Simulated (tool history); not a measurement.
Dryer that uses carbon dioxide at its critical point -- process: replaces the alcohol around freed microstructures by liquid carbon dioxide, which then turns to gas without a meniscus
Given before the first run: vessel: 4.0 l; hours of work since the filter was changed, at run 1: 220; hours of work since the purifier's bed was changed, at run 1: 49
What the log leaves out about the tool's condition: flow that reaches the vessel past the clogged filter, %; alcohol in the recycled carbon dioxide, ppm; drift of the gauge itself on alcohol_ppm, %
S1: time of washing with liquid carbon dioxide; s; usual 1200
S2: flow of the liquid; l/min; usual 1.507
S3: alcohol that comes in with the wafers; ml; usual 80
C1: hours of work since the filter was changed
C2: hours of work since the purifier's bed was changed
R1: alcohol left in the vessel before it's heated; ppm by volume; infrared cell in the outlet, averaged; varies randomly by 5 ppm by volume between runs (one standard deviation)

run,hour,S1,S2,S3,C1,C2,R1
1,0.0,1200,1.507,80,220,49,59
# hour 13.5: inlet filter changed
2,15.6,1200,1.507,80,1,59,41
3,26.3,1200,1.270,80,9,66,69
4,41.1,1200,1.270,80,18,76,73
5,53.5,1200,1.507,80,27,84,44
6,67.9,1200,1.507,80,36,94,51
7,85.4,1200,1.507,80,48,105,48
8,102.8,1200,1.507,80,60,117,44
9,118.5,1200,1.507,80,70,128,61
10,131.3,1800,1.507,80,79,136,34
11,143.1,1800,1.507,80,87,144,28
12,156.9,960,1.507,42,96,153,82
13,165.3,780,1.507,40,102,159,156
14,178.6,900,1.507,80,111,168,157
15,188.7,1260,1.650,21,117,175,40
16,200.0,1500,1.110,80,125,182,91
17,211.9,1500,1.680,97,133,190,44

Measured minus without-hidden-state, run by run (identical run-to-run variation in each term; gauge scatter may differ):
run,R1
1,+36
2,+15
3,+19
4,+22
5,+22
6,+24
7,+27
8,+29
9,+34
10,+30
11,+28
12,+46
13,+65
14,+74
15,+37
16,+57
17,+42
